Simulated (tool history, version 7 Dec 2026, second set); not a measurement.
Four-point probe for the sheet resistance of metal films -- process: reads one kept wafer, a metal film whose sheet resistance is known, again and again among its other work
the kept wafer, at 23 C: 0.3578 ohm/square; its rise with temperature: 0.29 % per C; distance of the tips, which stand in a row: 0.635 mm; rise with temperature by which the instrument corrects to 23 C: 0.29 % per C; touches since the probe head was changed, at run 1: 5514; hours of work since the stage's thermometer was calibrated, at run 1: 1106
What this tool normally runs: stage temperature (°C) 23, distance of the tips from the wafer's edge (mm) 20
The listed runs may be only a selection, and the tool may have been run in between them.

| run | hour | stage temperature (°C) | distance of the tips from the wafer's edge (mm) | touches since the probe head was changed | hours of work since the stage's thermometer was calibrated | sheet resistance as the instrument gives it (ohm/square) |
|---|---|---|---|---|---|---|
| 1 | 0.0 | 23 | 20 | 5514 | 1106 | 0.358040 |
| 2 | 16.6 | 23 | 20 | 5754 | 1116 | 0.357990 |
| 3 | 23.9 | 23 | 13 | 5860 | 1121 | 0.358324 |
| 4 | 31.5 | 23 | 13 | 5971 | 1125 | 0.358311 |
| 5 | 41.0 | 31 | 20 | 6109 | 1131 | 0.358210 |
| 6 | 54.4 | 21 | 20 | 6303 | 1139 | 0.357983 |
| 7 | 67.3 | 35 | 20 | 6490 | 1147 | 0.358381 |
| 8 | 80.7 | 23 | 20 | 6684 | 1155 | 0.358071 |
| 9 | 93.3 | 23 | 20 | 6867 | 1162 | 0.358157 |
| 10 | 106.8 | 23 | 20 | 7063 | 1170 | 0.358130 |
| 11 | 118.6 | 30 | 31 | 7234 | 1177 | 0.358092 |
| 12 | 132.8 | 30 | 31 | 7441 | 1186 | 0.358151 |
| 13 | 142.6 | 23 | 12 | 7583 | 1192 | 0.358354 |
| 14 | 153.7 | 23 | 4 | 7744 | 1198 | 0.362647 |
| 15 | 161.4 | 30 | 34 | 7855 | 1203 | 0.358196 |
| 16 | 168.8 | 33 | 53 | 7963 | 1207 | 0.358093 |
| 17 | 182.6 | 33 | 53 | 8162 | 1216 | 0.358204 |
| 18 | 198.2 | 29 | 24 | 8389 | 1225 | 0.358187 |
| 19 | 208.2 | 28 | 25 | 8534 | 1231 | 0.358122 |

4 ways to go on from here, each from the tool as it stands after run 19. What would each give?
|  | 211.2 | stage's thermometer calibrated |
| A | 224.1 | 29 | 6 | 8758 | 8 | ? |
|  | 211.2 | stage's thermometer calibrated |
| B | 224.1 | 28 | 20 | 8758 | 8 | ? |
|  | 211.2 | stage's thermometer calibrated |
| C | 224.1 | 21 | 51 | 8758 | 8 | ? |
|  | 211.2 | stage's thermometer calibrated |
| D | 224.1 | 27 | 11 | 8758 | 8 | ? |

| run | sheet resistance as the instrument gives it (ohm/square) |
|---|---|
| A | 0.360261 |
| B | 0.358208 |
| C | 0.357905 |
| D | 0.358614 |
Without the tool's hidden state the same runs would have given:
| run | sheet resistance as the instrument gives it (ohm/square) |
|---|---|
| A | 0.360211 |
| B | 0.358159 |
| C | 0.357856 |
| D | 0.358565 |
